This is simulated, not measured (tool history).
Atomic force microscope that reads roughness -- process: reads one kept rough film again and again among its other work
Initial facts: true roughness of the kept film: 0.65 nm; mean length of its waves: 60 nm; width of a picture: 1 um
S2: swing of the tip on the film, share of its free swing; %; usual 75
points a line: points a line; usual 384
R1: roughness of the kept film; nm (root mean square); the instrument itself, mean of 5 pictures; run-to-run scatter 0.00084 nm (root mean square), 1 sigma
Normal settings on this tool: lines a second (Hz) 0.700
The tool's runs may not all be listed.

run 1 hour=0.0 | lines_a_second_(Hz)=0.700 S2=75 points_a_line=384 | R1=0.6277
run 2 hour=22.6 | lines_a_second_(Hz)=0.700 S2=75 points_a_line=384 | R1=0.6284
run 3 hour=52.2 | lines_a_second_(Hz)=0.700 S2=87 points_a_line=384 | R1=0.6157
run 4 hour=72.4 | lines_a_second_(Hz)=0.700 S2=87 points_a_line=384 | R1=0.6152
run 5 hour=108.7 | lines_a_second_(Hz)=0.700 S2=87 points_a_line=384 | R1=0.6149
run 6 hour=130.9 | lines_a_second_(Hz)=0.700 S2=87 points_a_line=384 | R1=0.6127
run 7 hour=147.3 | lines_a_second_(Hz)=0.700 S2=87 points_a_line=384 | R1=0.6135
run 8 hour=173.8 | lines_a_second_(Hz)=0.700 S2=87 points_a_line=384 | R1=0.6120
-- hour=195.5 new tip fitted
run 9 hour=211.4 | lines_a_second_(Hz)=0.700 S2=87 points_a_line=384 | R1=0.6188
run 10 hour=230.8 | lines_a_second_(Hz)=0.700 S2=87 points_a_line=384 | R1=0.6163
run 11 hour=256.8 | lines_a_second_(Hz)=0.700 S2=87 points_a_line=384 | R1=0.6154
run 12 hour=288.3 | lines_a_second_(Hz)=0.700 S2=87 points_a_line=384 | R1=0.6155
run 13 hour=318.4 | lines_a_second_(Hz)=0.700 S2=75 points_a_line=384 | R1=0.6270
run 14 hour=355.2 | lines_a_second_(Hz)=0.700 S2=75 points_a_line=384 | R1=0.6256
run 15 hour=390.0 | lines_a_second_(Hz)=0.700 S2=75 points_a_line=384 | R1=0.6249
run 16 hour=406.4 | lines_a_second_(Hz)=0.700 S2=77 points_a_line=384 | R1=0.6229
run 17 hour=428.8 | lines_a_second_(Hz)=0.700 S2=77 points_a_line=384 | R1=0.6222
run 18 hour=468.3 | lines_a_second_(Hz)=0.700 S2=90 points_a_line=384 | R1=0.6073
-- hour=494.3 new tip fitted
run 19 hour=495.5 | lines_a_second_(Hz)=0.700 S2=90 points_a_line=384 | R1=0.6132
run 20 hour=529.6 | lines_a_second_(Hz)=0.700 S2=90 points_a_line=384 | R1=0.6114
run 21 hour=560.1 | lines_a_second_(Hz)=0.700 S2=75 points_a_line=384 | R1=0.6257
run 22 hour=583.6 | lines_a_second_(Hz)=0.700 S2=57 points_a_line=384 | R1=0.6364
run 23 hour=600.4 | lines_a_second_(Hz)=0.700 S2=56 points_a_line=384 | R1=0.6360
run 24 hour=639.4 | lines_a_second_(Hz)=0.700 S2=56 points_a_line=384 | R1=0.6362
run 25 hour=665.1 | lines_a_second_(Hz)=0.700 S2=56 points_a_line=384 | R1=0.6349
run 26 hour=686.4 | lines_a_second_(Hz)=0.700 S2=60 points_a_line=384 | R1=0.6325
run 27 hour=725.9 | lines_a_second_(Hz)=0.700 S2=60 points_a_line=384 | R1=0.6307
run 28 hour=761.4 | lines_a_second_(Hz)=0.700 S2=60 points_a_line=452 | R1=0.6311
-- hour=793.8 new tip fitted
run 29 hour=800.8 | lines_a_second_(Hz)=2.767 S2=65 points_a_line=384 | R1=0.6083
run 30 hour=836.3 | lines_a_second_(Hz)=0.765 S2=56 points_a_line=437 | R1=0.6377
run 31 hour=853.1 | lines_a_second_(Hz)=0.700 S2=75 points_a_line=452 | R1=0.6261
run 32 hour=871.5 | lines_a_second_(Hz)=0.700 S2=75 points_a_line=452 | R1=0.6249
run 33 hour=897.6 | lines_a_second_(Hz)=0.700 S2=75 points_a_line=452 | R1=0.6240
run 34 hour=918.8 | lines_a_second_(Hz)=0.700 S2=69 points_a_line=658 | R1=0.6301
run 35 hour=951.1 | lines_a_second_(Hz)=0.546 S2=81 points_a_line=287 | R1=0.6219
run 36 hour=986.8 | lines_a_second_(Hz)=0.546 S2=81 points_a_line=287 | R1=0.6217
run 37 hour=1025.8 | lines_a_second_(Hz)=0.774 S2=81 points_a_line=396 | R1=0.6140
run 38 hour=1058.5 | lines_a_second_(Hz)=0.774 S2=81 points_a_line=396 | R1=0.6117
run 39 hour=1077.1 | lines_a_second_(Hz)=0.700 S2=67 points_a_line=539 | R1=0.6254
-- hour=1094.3 new tip fitted
run 40 hour=1096.3 | lines_a_second_(Hz)=0.700 S2=67 points_a_line=539 | R1=0.6317
run 41 hour=1136.0 | lines_a_second_(Hz)=0.969 S2=85 points_a_line=582 | R1=0.6065
run 42 hour=1158.3 | lines_a_second_(Hz)=0.536 S2=68 points_a_line=581 | R1=0.6323
run 43 hour=1188.4 | lines_a_second_(Hz)=3.991 S2=67 points_a_line=525 | R1=0.5872
run 44 hour=1216.4 | lines_a_second_(Hz)=3.991 S2=67 points_a_line=525 | R1=0.5868
run 45 hour=1234.7 | lines_a_second_(Hz)=0.622 S2=75 points_a_line=520 | R1=0.6242
run 46 hour=1263.6 | lines_a_second_(Hz)=2.967 S2=81 points_a_line=384 | R1=0.5573
run 47 hour=1302.4 | lines_a_second_(Hz)=2.967 S2=81 points_a_line=384 | R1=0.5569
run 48 hour=1331.3 | lines_a_second_(Hz)=0.700 S2=61 points_a_line=384 | R1=0.6278
run 49 hour=1354.5 | lines_a_second_(Hz)=0.700 S2=61 points_a_line=384 | R1=0.6271
run 50 hour=1378.3 | lines_a_second_(Hz)=2.392 S2=75 points_a_line=384 | R1=0.5852
-- hour=1394.9 new tip fitted
run 51 hour=1414.2 | lines_a_second_(Hz)=2.392 S2=75 points_a_line=490 | R1=0.5905
run 52 hour=1432.9 | lines_a_second_(Hz)=2.392 S2=75 points_a_line=490 | R1=0.5885
run 53 hour=1454.1 | lines_a_second_(Hz)=0.640 S2=58 points_a_line=1010 | R1=0.6338

Hidden state or all else? Some run-to-run changes of R1, split into what the settings, what came in and random variation would give without the hidden state, and what is left for the hidden state (with any gauge scatter that isn't in both results):
Hidden conditions of the tool in this case: radius of the tip, nm; height scale over the true one, %; drift of the gauge itself on roughness_nm, %.
Run 18 -> 19: new tip fitted. R1 +0.0059 nm (root mean square): hidden state +0.0057, all else +0.0002.
Run 28 -> 29: lines a second (Hz) 0.700 -> 2.767, S2 60 -> 65, points a line 452 -> 384, new tip fitted. R1 -0.0228 nm (root mean square): hidden state +0.0062, all else -0.0290.
Run 39 -> 40: new tip fitted. R1 +0.0063 nm (root mean square): hidden state +0.0063, all else +0.0000.
Run 45 -> 46: lines a second (Hz) 0.622 -> 2.967, S2 75 -> 81, points a line 520 -> 384. R1 -0.0669 nm (root mean square): hidden state +0.0002, all else -0.0671.
Run 47 -> 48: lines a second (Hz) 2.967 -> 0.700, S2 81 -> 61. R1 +0.0709 nm (root mean square): hidden state -0.0020, all else +0.0729.
Run 52 -> 53: lines a second (Hz) 2.392 -> 0.640, S2 75 -> 58, points a line 490 -> 1010. R1 +0.0453 nm (root mean square): hidden state -0.0012, all else +0.0465.
